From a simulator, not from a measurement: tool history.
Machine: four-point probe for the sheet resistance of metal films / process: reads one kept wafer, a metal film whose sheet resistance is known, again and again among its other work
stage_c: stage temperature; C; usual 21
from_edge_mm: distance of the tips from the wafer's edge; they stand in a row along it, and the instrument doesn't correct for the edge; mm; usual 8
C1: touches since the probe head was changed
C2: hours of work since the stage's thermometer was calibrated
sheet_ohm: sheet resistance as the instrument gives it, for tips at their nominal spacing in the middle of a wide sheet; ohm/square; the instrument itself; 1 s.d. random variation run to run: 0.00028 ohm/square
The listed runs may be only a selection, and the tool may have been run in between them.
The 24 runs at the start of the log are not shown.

{"run": 25, "hour": 716.7, "stage_c": 18, "from_edge_mm": 11, "C1": 79500, "C2": 442, "sheet_ohm": 1.405944}
{"run": 26, "hour": 753.7, "stage_c": 18, "from_edge_mm": 18, "C1": 80890, "C2": 465, "sheet_ohm": 1.40523}
{"run": 27, "hour": 770.7, "stage_c": 18, "from_edge_mm": 18, "C1": 81531, "C2": 475, "sheet_ohm": 1.405799}
{"run": 28, "hour": 796.6, "stage_c": 26, "from_edge_mm": 26, "C1": 82504, "C2": 491, "sheet_ohm": 1.393634}
{"run": 29, "hour": 834.4, "stage_c": 26, "from_edge_mm": 26, "C1": 83922, "C2": 515, "sheet_ohm": 1.39322}
{"run": 30, "hour": 866.4, "stage_c": 18, "from_edge_mm": 61, "C1": 85128, "C2": 535, "sheet_ohm": 1.404682}
{"run": 31, "hour": 901.1, "stage_c": 21, "from_edge_mm": 11, "C1": 86429, "C2": 556, "sheet_ohm": 1.401517}
{"run": 32, "hour": 941.5, "stage_c": 21, "from_edge_mm": 42, "C1": 87948, "C2": 581, "sheet_ohm": 1.400344}

What does the tool deliver on the next run?
{"run": 33, "hour": 971.8, "stage_c": 25, "from_edge_mm": 44, "C1": 89089, "C2": 600, "sheet_ohm": "?"}

sheet_ohm: 1.394736 ohm/square
With the hidden condition absent and the run-to-run variation left alone, this run would have shown sheet_ohm 1.397889 ohm/square.
